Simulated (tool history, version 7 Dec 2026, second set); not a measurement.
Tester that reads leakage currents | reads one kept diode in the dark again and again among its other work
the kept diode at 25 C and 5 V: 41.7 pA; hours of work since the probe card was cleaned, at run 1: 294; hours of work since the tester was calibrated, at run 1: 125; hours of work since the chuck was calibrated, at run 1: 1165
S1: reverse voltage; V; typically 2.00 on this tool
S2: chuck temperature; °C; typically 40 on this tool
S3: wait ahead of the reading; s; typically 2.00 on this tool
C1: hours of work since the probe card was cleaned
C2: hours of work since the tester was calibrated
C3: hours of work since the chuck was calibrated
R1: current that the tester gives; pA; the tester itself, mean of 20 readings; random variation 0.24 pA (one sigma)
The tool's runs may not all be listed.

{"run": 1, "day": 0.0, "S1": 2.0, "S2": 40, "S3": 2.0, "C1": 294, "C2": 125, "C3": 1165, "R1": 73.57}
{"run": 2, "day": 10.154, "S1": 2.0, "S2": 40, "S3": 2.0, "C1": 409, "C2": 240, "C3": 1280, "R1": 73.57}
{"run": 3, "day": 19.808, "S1": 2.0, "S2": 40, "S3": 2.0, "C1": 518, "C2": 349, "C3": 1389, "R1": 71.99}
{"run": 4, "day": 25.462, "S1": 2.0, "S2": 40, "S3": 2.0, "C1": 582, "C2": 412, "C3": 1452, "R1": 72.68}
{"run": 5, "day": 36.546, "S1": 2.0, "S2": 40, "S3": 2.0, "C1": 707, "C2": 537, "C3": 1577, "R1": 71.83}
{"run": 6, "day": 43.771, "S1": 2.0, "S2": 40, "S3": 2.0, "C1": 788, "C2": 619, "C3": 1659, "R1": 71.48}
{"day": 50.862, "done": "chuck's temperature calibrated"}
{"run": 7, "day": 55.071, "S1": 2.0, "S2": 40, "S3": 1.67, "C1": 915, "C2": 745, "C3": 47, "R1": 80.05}
{"run": 8, "day": 60.321, "S1": 2.0, "S2": 40, "S3": 1.67, "C1": 974, "C2": 805, "C3": 107, "R1": 79.59}
{"run": 9, "day": 69.912, "S1": 2.0, "S2": 40, "S3": 1.67, "C1": 1082, "C2": 913, "C3": 215, "R1": 79.14}
{"run": 10, "day": 77.746, "S1": 2.0, "S2": 40, "S3": 1.67, "C1": 1170, "C2": 1001, "C3": 303, "R1": 78.79}
{"run": 11, "day": 88.442, "S1": 2.0, "S2": 40, "S3": 1.67, "C1": 1291, "C2": 1122, "C3": 424, "R1": 78.4}
{"run": 12, "day": 93.346, "S1": 2.0, "S2": 40, "S3": 1.67, "C1": 1346, "C2": 1177, "C3": 479, "R1": 78.33}
{"run": 13, "day": 99.217, "S1": 2.0, "S2": 40, "S3": 1.67, "C1": 1413, "C2": 1243, "C3": 545, "R1": 77.51}
{"run": 14, "day": 107.392, "S1": 2.0, "S2": 40, "S3": 1.67, "C1": 1505, "C2": 1335, "C3": 638, "R1": 77.28}
{"run": 15, "day": 113.338, "S1": 2.0, "S2": 40, "S3": 2.0, "C1": 1572, "C2": 1403, "C3": 705, "R1": 76.89}
{"run": 16, "day": 124.004, "S1": 2.0, "S2": 40, "S3": 0.68, "C1": 1692, "C2": 1523, "C3": 825, "R1": 77.28}
{"run": 17, "day": 128.546, "S1": 2.0, "S2": 40, "S3": 0.68, "C1": 1743, "C2": 1574, "C3": 876, "R1": 77.7}
{"run": 18, "day": 136.971, "S1": 2.0, "S2": 40, "S3": 0.68, "C1": 1838, "C2": 1669, "C3": 971, "R1": 76.82}
{"run": 19, "day": 143.554, "S1": 2.0, "S2": 40, "S3": 4.57, "C1": 1913, "C2": 1743, "C3": 1046, "R1": 75.49}
{"run": 20, "day": 152.121, "S1": 2.0, "S2": 40, "S3": 2.0, "C1": 2009, "C2": 1840, "C3": 1142, "R1": 75.61}
{"run": 21, "day": 160.75, "S1": 2.09, "S2": 47, "S3": 6.44, "C1": 2107, "C2": 1937, "C3": 1239, "R1": 125.46}
{"run": 22, "day": 169.088, "S1": 12.44, "S2": 47, "S3": 4.77, "C1": 2201, "C2": 2031, "C3": 1334, "R1": 359.96}
{"run": 23, "day": 178.558, "S1": 2.0, "S2": 21, "S3": 2.0, "C1": 2307, "C2": 2138, "C3": 1440, "R1": 18.95}
{"run": 24, "day": 189.696, "S1": 2.0, "S2": 40, "S3": 2.63, "C1": 2433, "C2": 2264, "C3": 1566, "R1": 74.2}
{"run": 25, "day": 197.808, "S1": 3.68, "S2": 40, "S3": 2.63, "C1": 2525, "C2": 2355, "C3": 1657, "R1": 105.81}
{"day": 205.521, "done": "probe card cleaned and baked"}
{"day": 205.604, "done": "chuck's temperature calibrated"}
{"run": 26, "day": 206.908, "S1": 11.23, "S2": 43, "S3": 4.63, "C1": 15, "C2": 2456, "C3": 15, "R1": 258.79}
{"run": 27, "day": 216.817, "S1": 2.38, "S2": 37, "S3": 2.15, "C1": 126, "C2": 2567, "C3": 126, "R1": 68.17}
{"run": 28, "day": 225.629, "S1": 4.37, "S2": 22, "S3": 2.2, "C1": 226, "C2": 2667, "C3": 226, "R1": 30.47}
{"day": 230.212, "done": "tester calibrated"}
{"run": 29, "day": 231.304, "S1": 4.42, "S2": 43, "S3": 5.81, "C1": 289, "C2": 12, "C3": 289, "R1": 152.03}
{"run": 30, "day": 242.154, "S1": 4.42, "S2": 43, "S3": 5.81, "C1": 411, "C2": 135, "C3": 411, "R1": 151.6}
{"run": 31, "day": 247.392, "S1": 2.0, "S2": 44, "S3": 0.33, "C1": 470, "C2": 194, "C3": 470, "R1": 103.96}
{"run": 32, "day": 255.933, "S1": 2.0, "S2": 44, "S3": 0.33, "C1": 567, "C2": 290, "C3": 567, "R1": 103.54}
{"run": 33, "day": 264.796, "S1": 14.41, "S2": 40, "S3": 1.79, "C1": 667, "C2": 390, "C3": 667, "R1": 242.58}
{"run": 34, "day": 274.271, "S1": 14.4, "S2": 33, "S3": 2.08, "C1": 774, "C2": 497, "C3": 774, "R1": 146.18}
{"run": 35, "day": 283.621, "S1": 11.99, "S2": 27, "S3": 5.08, "C1": 879, "C2": 602, "C3": 879, "R1": 83.04}
{"run": 36, "day": 290.342, "S1": 1.54, "S2": 40, "S3": 3.17, "C1": 955, "C2": 678, "C3": 955, "R1": 64.12}
{"run": 37, "day": 296.992, "S1": 1.8, "S2": 21, "S3": 3.17, "C1": 1030, "C2": 753, "C3": 1030, "R1": 16.68}
{"run": 38, "day": 303.771, "S1": 1.8, "S2": 51, "S3": 3.17, "C1": 1106, "C2": 830, "C3": 1106, "R1": 151.76}
{"run": 39, "day": 313.0, "S1": 2.0, "S2": 23, "S3": 0.31, "C1": 1210, "C2": 934, "C3": 1210, "R1": 22.84}

What if the next run were any one of these 4? Each begins from the tool's condition after run 39:
{"run": "A", "day": 323.033, "S1": 2.0, "S2": 40, "S3": 0.75, "C1": 1324, "C2": 1047, "C3": 1324, "R1": "?"}
{"run": "B", "day": 323.033, "S1": 3.1, "S2": 29, "S3": 2.0, "C1": 1324, "C2": 1047, "C3": 1324, "R1": "?"}
{"run": "C", "day": 323.033, "S1": 1.6, "S2": 23, "S3": 0.31, "C1": 1324, "C2": 1047, "C3": 1324, "R1": "?"}
{"run": "D", "day": 323.033, "S1": 2.0, "S2": 42, "S3": 2.0, "C1": 1324, "C2": 1047, "C3": 1324, "R1": "?"}

run=A R1=74.18
run=B R1=42.88
run=C R1=19.72
run=D R1=84.74
Without the tool's unlogged condition, the same runs would have read:
run=A R1=79.55
run=B R1=44.61
run=C R1=20.29
run=D R1=91.09

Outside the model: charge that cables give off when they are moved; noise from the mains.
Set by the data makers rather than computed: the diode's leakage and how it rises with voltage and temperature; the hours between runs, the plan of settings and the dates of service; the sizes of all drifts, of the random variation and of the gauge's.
